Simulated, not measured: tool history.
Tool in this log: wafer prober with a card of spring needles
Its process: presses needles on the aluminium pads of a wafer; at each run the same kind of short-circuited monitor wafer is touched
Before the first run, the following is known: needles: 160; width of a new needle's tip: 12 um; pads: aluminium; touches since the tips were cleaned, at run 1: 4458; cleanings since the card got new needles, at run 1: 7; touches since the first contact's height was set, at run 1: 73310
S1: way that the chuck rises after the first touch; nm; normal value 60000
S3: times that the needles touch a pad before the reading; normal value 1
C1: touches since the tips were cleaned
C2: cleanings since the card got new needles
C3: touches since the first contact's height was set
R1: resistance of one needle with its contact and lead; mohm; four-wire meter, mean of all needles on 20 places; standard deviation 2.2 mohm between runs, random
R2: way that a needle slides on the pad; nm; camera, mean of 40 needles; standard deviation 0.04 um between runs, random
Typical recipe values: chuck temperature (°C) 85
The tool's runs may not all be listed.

run 1 hour=0 | S1=60000 chuck_temperature_(°C)=85 S3=1 | C1=4458 C2=7 C3=73310 | R1=252 R2=13180
run 2 hour=6 | S1=60000 chuck_temperature_(°C)=85 S3=1 | C1=5732 C2=7 C3=74584 | R1=252 R2=13240
run 3 hour=16 | S1=60000 chuck_temperature_(°C)=85 S3=1 | C1=7833 C2=7 C3=76685 | R1=251 R2=13250
-- hour=20 tips cleaned on abrasive film
run 4 hour=26.2 | S1=60000 chuck_temperature_(°C)=85 S3=1 | C1=1311 C2=8 C3=78812 | R1=246 R2=13290
run 5 hour=32.1 | S1=60000 chuck_temperature_(°C)=71 S3=1 | C1=2546 C2=8 C3=80047 | R1=244 R2=13260
run 6 hour=40.9 | S1=60000 chuck_temperature_(°C)=71 S3=1 | C1=4406 C2=8 C3=81907 | R1=248 R2=13240
run 7 hour=47.1 | S1=60000 chuck_temperature_(°C)=71 S3=1 | C1=5717 C2=8 C3=83218 | R1=244 R2=13320
run 8 hour=56.7 | S1=60000 chuck_temperature_(°C)=85 S3=1 | C1=7737 C2=8 C3=85238 | R1=242 R2=13380
-- hour=61.1 tips cleaned on abrasive film
run 9 hour=62.9 | S1=60000 chuck_temperature_(°C)=85 S3=1 | C1=373 C2=9 C3=86514 | R1=249 R2=13390
run 10 hour=75.3 | S1=60000 chuck_temperature_(°C)=85 S3=1 | C1=2989 C2=9 C3=89130 | R1=254 R2=13340
run 11 hour=83.9 | S1=68000 chuck_temperature_(°C)=85 S3=1 | C1=4816 C2=9 C3=90957 | R1=245 R2=15190
run 12 hour=96.9 | S1=60000 chuck_temperature_(°C)=85 S3=1 | C1=7554 C2=9 C3=93695 | R1=247 R2=13400
-- hour=102.1 tips cleaned on abrasive film
-- hour=102.4 height of the first contact set anew
run 13 hour=109.3 | S1=60000 chuck_temperature_(°C)=85 S3=1 | C1=1446 C2=10 C3=1446 | R1=247 R2=13360
run 14 hour=116.4 | S1=60000 chuck_temperature_(°C)=85 S3=1 | C1=2939 C2=10 C3=2939 | R1=244 R2=13470
run 15 hour=122.8 | S1=60000 chuck_temperature_(°C)=85 S3=1 | C1=4297 C2=10 C3=4297 | R1=249 R2=13350
run 16 hour=128.8 | S1=60000 chuck_temperature_(°C)=85 S3=1 | C1=5547 C2=10 C3=5547 | R1=251 R2=13450
run 17 hour=139.2 | S1=60000 chuck_temperature_(°C)=85 S3=1 | C1=7756 C2=10 C3=7756 | R1=249 R2=13470
-- hour=143.6 tips cleaned on abrasive film
run 18 hour=148.9 | S1=45000 chuck_temperature_(°C)=52 S3=3 | C1=1129 C2=11 C3=9778 | R1=243 R2=10020
run 19 hour=156.1 | S1=72000 chuck_temperature_(°C)=28 S3=1 | C1=2632 C2=11 C3=11281 | R1=232 R2=16140
run 20 hour=166.8 | S1=74000 chuck_temperature_(°C)=123 S3=1 | C1=4896 C2=11 C3=13545 | R1=256 R2=16630
-- hour=172.2 gauge calibrated
run 21 hour=172.5 | S1=60000 chuck_temperature_(°C)=85 S3=1 | C1=6104 C2=11 C3=14753 | R1=248 R2=13190
run 22 hour=178 | S1=60000 chuck_temperature_(°C)=85 S3=1 | C1=7251 C2=11 C3=15900 | R1=248 R2=13260
-- hour=184.6 tips cleaned on abrasive film
run 23 hour=185.3 | S1=67000 chuck_temperature_(°C)=45 S3=1 | C1=165 C2=12 C3=17429 | R1=238 R2=14850
run 24 hour=191.6 | S1=67000 chuck_temperature_(°C)=45 S3=1 | C1=1491 C2=12 C3=18755 | R1=240 R2=14830
run 25 hour=197.9 | S1=60000 chuck_temperature_(°C)=78 S3=2 | C1=2808 C2=12 C3=20072 | R1=246 R2=13260
run 26 hour=210.6 | S1=73000 chuck_temperature_(°C)=95 S3=1 | C1=5491 C2=12 C3=22755 | R1=252 R2=16140
run 27 hour=221.7 | S1=53000 chuck_temperature_(°C)=48 S3=1 | C1=7825 C2=12 C3=25089 | R1=240 R2=11840
-- hour=226.2 tips cleaned on abrasive film
run 28 hour=229.3 | S1=51000 chuck_temperature_(°C)=48 S3=1 | C1=657 C2=13 C3=26671 | R1=244 R2=11310
run 29 hour=241.5 | S1=42000 chuck_temperature_(°C)=58 S3=1 | C1=3226 C2=13 C3=29240 | R1=246 R2=9350
run 30 hour=251.1 | S1=42000 chuck_temperature_(°C)=58 S3=1 | C1=5258 C2=13 C3=31272 | R1=245 R2=9320
run 31 hour=259.1 | S1=51000 chuck_temperature_(°C)=95 S3=2 | C1=6944 C2=13 C3=32958 | R1=250 R2=11350
-- hour=267.3 tips cleaned on abrasive film
run 32 hour=271.8 | S1=51000 chuck_temperature_(°C)=85 S3=1 | C1=965 C2=14 C3=35616 | R1=255 R2=11390
run 33 hour=283 | S1=51000 chuck_temperature_(°C)=72 S3=1 | C1=3319 C2=14 C3=37970 | R1=246 R2=11430
run 34 hour=295.3 | S1=51000 chuck_temperature_(°C)=72 S3=1 | C1=5906 C2=14 C3=40557 | R1=245 R2=11430

Below, some changes in R2 between adjacent runs. For each, the amount present without the hidden state too (settings, incoming material, random variation) and the amount remaining for the hidden state with gauge scatter not shared by both compared results:
Hidden conditions of the tool in this case: debris on the tips, nm; way that the needles fall short of the set height, um; tips' diameter, um; drift of the gauge itself on contact_mohm, %; drift of the gauge itself on scrub_um, %.
Run 17 -> 18: S1 60000 -> 45000, chuck temperature (°C) 85 -> 52, S3 1 -> 3, tips cleaned on abrasive film. R2 -3450 nm: hidden state -50, all else -3400.
Run 18 -> 19: S1 45000 -> 72000, chuck temperature (°C) 52 -> 28, S3 3 -> 1. R2 +6120 nm: hidden state +130, all else +5990.
Run 20 -> 21: S1 74000 -> 60000, chuck temperature (°C) 123 -> 85, gauge calibrated. R2 -3440 nm: hidden state -340, all else -3100.
Run 26 -> 27: S1 73000 -> 53000, chuck temperature (°C) 95 -> 48. R2 -4300 nm: hidden state -10, all else -4290.

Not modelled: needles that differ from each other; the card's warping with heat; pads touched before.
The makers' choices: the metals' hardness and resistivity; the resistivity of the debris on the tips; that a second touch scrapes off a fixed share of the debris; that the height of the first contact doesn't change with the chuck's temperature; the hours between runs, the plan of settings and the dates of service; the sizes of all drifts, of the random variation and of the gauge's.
